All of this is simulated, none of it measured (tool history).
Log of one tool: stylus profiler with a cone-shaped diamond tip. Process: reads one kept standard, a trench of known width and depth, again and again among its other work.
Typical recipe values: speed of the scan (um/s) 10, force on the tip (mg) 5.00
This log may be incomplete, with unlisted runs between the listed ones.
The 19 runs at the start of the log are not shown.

run	day	speed of the scan (um/s)	force on the tip (mg)	depth of the trench (angstrom)	width of the trench's floor (nm)
20	9.596	38	2.36	1010.0	28540
# day 9.883: new tip fitted, height scale calibrated
21	10.300	7	5.76	1015.8	28740
22	10.738	4	8.10	1019.8	28750
23	11.346	5	10.52	1024.1	28770
24	11.842	31	1.97	1007.3	28550
25	12.425	11	12.78	1028.9	28710
26	12.825	5	13.44	1027.9	28710
27	13.383	3	12.48	1026.7	28690
28	14.058	4	2.81	1009.1	28690
29	14.683	34	2.81	1009.9	28520
30	15.233	34	2.81	1009.8	28580
31	15.904	35	1.86	1007.2	28490
32	16.433	2	1.71	1007.3	28730

Expected results for the next run?
33	16.812	2	6.84	?	?

Run 33 produced depth of the trench (angstrom) 1017.7, width of the trench's floor (nm) 28760.
If the tool had no hidden condition, the same run with the same run-to-run variation would have returned depth of the trench (angstrom) 1017.7, width of the trench's floor (nm) 28760.
